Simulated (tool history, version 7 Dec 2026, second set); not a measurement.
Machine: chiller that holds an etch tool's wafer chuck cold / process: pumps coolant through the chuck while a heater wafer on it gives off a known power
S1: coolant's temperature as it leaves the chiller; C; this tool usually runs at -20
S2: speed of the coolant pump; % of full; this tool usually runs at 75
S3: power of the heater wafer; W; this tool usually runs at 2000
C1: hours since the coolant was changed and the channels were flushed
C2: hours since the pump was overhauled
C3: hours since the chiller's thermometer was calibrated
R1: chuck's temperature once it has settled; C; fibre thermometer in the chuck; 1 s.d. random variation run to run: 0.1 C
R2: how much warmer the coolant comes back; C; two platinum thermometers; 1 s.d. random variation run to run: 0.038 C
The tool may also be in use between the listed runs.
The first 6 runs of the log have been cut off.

run	hour	S1	S2	S3	C1	C2	C3	R1	R2
7	905	-20	70	2000	905	9135	5181	2.7	8.84
# hour 920.5: chiller's thermometer calibrated
8	1014.2	-20	70	2000	1013	9243	94	3.3	8.79
9	1184.5	-20	70	2000	1183	9413	264	3.4	8.86
10	1368.8	-30	70	2000	1368	9598	448	-6.4	8.84
11	1585.2	-23	75	2000	1584	9814	665	-0.8	8.22
12	1773.9	-23	75	2000	1773	10003	853	-0.6	8.28
13	1981.9	-23	75	2000	1981	10211	1061	-0.5	8.22
14	2077.7	-23	75	2000	2077	10307	1157	-0.5	8.24
15	2225.6	-23	75	2000	2225	10455	1305	-0.4	8.27
16	2364.6	-23	75	2000	2364	10594	1444	-0.3	8.3
17	2496.9	-23	70	1188	2496	10726	1576	-8.8	5.24
18	2704.5	-20	75	1345	2703	10933	1784	-4.6	5.58
19	2806.1	-15	81	2000	2805	11035	1886	6.5	7.71
20	2935.7	-15	81	2000	2935	11165	2015	6.6	7.61
21	3074.2	-20	94	2000	3073	11303	2154	-1	6.54
22	3221.8	-20	94	2000	3221	11451	2301	-0.9	6.5
23	3401.5	-24	71	2000	3400	11630	2481	0.1	8.75
24	3535	-12	71	1449	3534	11764	2614	5.5	6.4
# hour 3589.4: coolant pump overhauled
25	3731.5	-20	67	2000	3725	142	2806	4	8.57
26	3939.8	-20	67	2105	3934	350	3014	5.3	9.17

Run 27 is up next; what results do you expect?
27	4135.3	-27	99	2000	4129	546	3210	?	?

{"run 27": {"R1": -9.5, "R2": 5.81}}
The same run, on a tool lacking any hidden state, would have yielded R1 -10.6 C, R2 5.76 C.
